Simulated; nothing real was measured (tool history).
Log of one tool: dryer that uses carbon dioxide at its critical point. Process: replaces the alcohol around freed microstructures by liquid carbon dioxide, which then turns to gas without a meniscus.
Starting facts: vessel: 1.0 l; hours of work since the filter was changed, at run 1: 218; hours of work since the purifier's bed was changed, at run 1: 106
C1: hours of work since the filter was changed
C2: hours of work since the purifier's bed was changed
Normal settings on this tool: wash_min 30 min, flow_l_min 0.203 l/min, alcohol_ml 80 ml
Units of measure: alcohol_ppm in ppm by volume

Run 1, hour 0: usual settings; C1 218; C2 106. Result: alcohol_ppm 1008 ppm by volume.
Run 2, hour 9.8: usual settings; C1 225; C2 114. Result: alcohol_ppm 976 ppm by volume.
Run 3, hour 18.1: usual settings but wash_min 35 min; C1 232; C2 120. Result: alcohol_ppm 504 ppm by volume.
Run 4, hour 30.9: usual settings but wash_min 35 min; C1 242; C2 131. Result: alcohol_ppm 488 ppm by volume.
Run 5, hour 48.3: usual settings but wash_min 35 min; C1 256; C2 144. Result: alcohol_ppm 480 ppm by volume.
Run 6, hour 61.4: usual settings but wash_min 32 min; C1 266; C2 155. Result: alcohol_ppm 792 ppm by volume.
Run 7, hour 76.5: usual settings but wash_min 32 min; C1 278; C2 167. Result: alcohol_ppm 783 ppm by volume.
Run 8, hour 90.3: usual settings but wash_min 32 min; C1 289; C2 178. Result: alcohol_ppm 794 ppm by volume.
Run 9, hour 104.4: usual settings but wash_min 32 min; C1 301; C2 189. Result: alcohol_ppm 789 ppm by volume.
Run 10, hour 119.5: usual settings but flow_l_min 0.255 l/min; C1 313; C2 201. Result: alcohol_ppm 333 ppm by volume.
Run 11, hour 126.9: usual settings but flow_l_min 0.255 l/min; C1 319; C2 207. Result: alcohol_ppm 338 ppm by volume.
Run 12, hour 135.5: usual settings but wash_min 22 min; C1 325; C2 214. Result: alcohol_ppm 3357 ppm by volume.
Run 13, hour 150: usual settings but wash_min 22 min; C1 337; C2 225. Result: alcohol_ppm 3330 ppm by volume.
Run 14, hour 164.8: usual settings but wash_min 22 min; C1 349; C2 237. Result: alcohol_ppm 3382 ppm by volume.
Run 15, hour 174.4: usual settings but wash_min 22 min; C1 356; C2 245. Result: alcohol_ppm 3434 ppm by volume.
Run 16, hour 189: usual settings but wash_min 22 min; C1 368; C2 256. Result: alcohol_ppm 3406 ppm by volume.
Run 17, hour 198.5: usual settings but wash_min 22 min, alcohol_ml 68 ml; C1 376; C2 264. Result: alcohol_ppm 2834 ppm by volume.
Run 18, hour 210.8: usual settings but wash_min 22 min, alcohol_ml 68 ml; C1 385; C2 274. Result: alcohol_ppm 2951 ppm by volume.
Run 19, hour 225.3: usual settings but wash_min 22 min, alcohol_ml 68 ml; C1 397; C2 285. Result: alcohol_ppm 3007 ppm by volume.
Run 20, hour 233: usual settings but wash_min 22 min, alcohol_ml 68 ml; C1 403; C2 292. Result: alcohol_ppm 2901 ppm by volume.
Run 21, hour 240.6: usual settings but wash_min 40 min, flow_l_min 0.128 l/min, alcohol_ml 21 ml; C1 409; C2 298. Result: alcohol_ppm 669 ppm by volume.
Run 22, hour 254.6: usual settings but wash_min 20 min, flow_l_min 0.302 l/min, alcohol_ml 61 ml; C1 420; C2 309. Result: alcohol_ppm 799 ppm by volume.
Run 23, hour 266: usual settings but wash_min 20 min, flow_l_min 0.302 l/min, alcohol_ml 61 ml; C1 429; C2 318. Result: alcohol_ppm 829 ppm by volume.
Run 24, hour 276.5: usual settings but wash_min 20 min, flow_l_min 0.302 l/min, alcohol_ml 61 ml; C1 438; C2 326. Result: alcohol_ppm 833 ppm by volume.
Run 25, hour 287.7: usual settings but flow_l_min 0.265 l/min, alcohol_ml 62 ml; C1 447; C2 335. Result: alcohol_ppm 249 ppm by volume.
Run 26, hour 303: usual settings but flow_l_min 0.265 l/min, alcohol_ml 62 ml; C1 459; C2 347. Result: alcohol_ppm 254 ppm by volume.
Run 27, hour 315.9: usual settings but wash_min 32 min, flow_l_min 0.125 l/min, alcohol_ml 105 ml; C1 469; C2 358. Result: alcohol_ppm 7274 ppm by volume.
Run 28, hour 333.4: usual settings but wash_min 29 min, flow_l_min 0.212 l/min, alcohol_ml 71 ml; C1 483; C2 372. Result: alcohol_ppm 1001 ppm by volume.
Run 29, hour 344.6: usual settings but wash_min 29 min, flow_l_min 0.212 l/min, alcohol_ml 71 ml; C1 492; C2 380. Result: alcohol_ppm 1023 ppm by volume.
Run 30, hour 354.4: usual settings but flow_l_min 0.154 l/min, alcohol_ml 62 ml; C1 500; C2 388. Result: alcohol_ppm 2684 ppm by volume.
Run 31, hour 372.1: usual settings but wash_min 27 min, flow_l_min 0.226 l/min; C1 514; C2 402. Result: alcohol_ppm 1162 ppm by volume.
Run 32, hour 381.5: usual settings but wash_min 27 min, flow_l_min 0.226 l/min; C1 521; C2 410. Result: alcohol_ppm 1182 ppm by volume.
Run 33, hour 394.9: usual settings but flow_l_min 0.144 l/min, alcohol_ml 42 ml; C1 532; C2 421. Result: alcohol_ppm 2268 ppm by volume.
Run 34, hour 406.1: usual settings but flow_l_min 0.144 l/min, alcohol_ml 66 ml; C1 541; C2 429. Result: alcohol_ppm 3605 ppm by volume.
Run 35, hour 414.5: usual settings but wash_min 36 min, flow_l_min 0.211 l/min, alcohol_ml 25 ml; C1 548; C2 436. Result: alcohol_ppm 171 ppm by volume.
At hour 419.3: inlet filter changed.
Run 36, hour 432.5: usual settings but wash_min 39 min, alcohol_ml 23 ml; C1 11; C2 450. Result: alcohol_ppm 102 ppm by volume.
Run 37, hour 440.9: usual settings but wash_min 20 min, flow_l_min 0.183 l/min, alcohol_ml 23 ml; C1 17; C2 456. Result: alcohol_ppm 1585 ppm by volume.

Hidden state or all else? Some run-to-run changes of alcohol_ppm, split into what the settings, what came in and random variation would give without the hidden state, and what is left for the hidden state (with any gauge scatter that isn't in both results):
Hidden state at play: flow that reaches the vessel past the clogged filter, %; alcohol in the recycled carbon dioxide, ppm; drift of the gauge itself on alcohol_ppm, %.
Run 26 -> 27: wash_min 30 -> 32, flow_l_min 0.265 -> 0.125, alcohol_ml 62 -> 105. alcohol_ppm +7020 ppm by volume: hidden state +1198, all else +5822.
Run 27 -> 28: wash_min 32 -> 29, flow_l_min 0.125 -> 0.212, alcohol_ml 105 -> 71. alcohol_ppm -6273 ppm by volume: hidden state -1005, all else -5268.
Run 34 -> 35: wash_min 30 -> 36, flow_l_min 0.144 -> 0.211, alcohol_ml 66 -> 25. alcohol_ppm -3434 ppm by volume: hidden state -719, all else -2715.

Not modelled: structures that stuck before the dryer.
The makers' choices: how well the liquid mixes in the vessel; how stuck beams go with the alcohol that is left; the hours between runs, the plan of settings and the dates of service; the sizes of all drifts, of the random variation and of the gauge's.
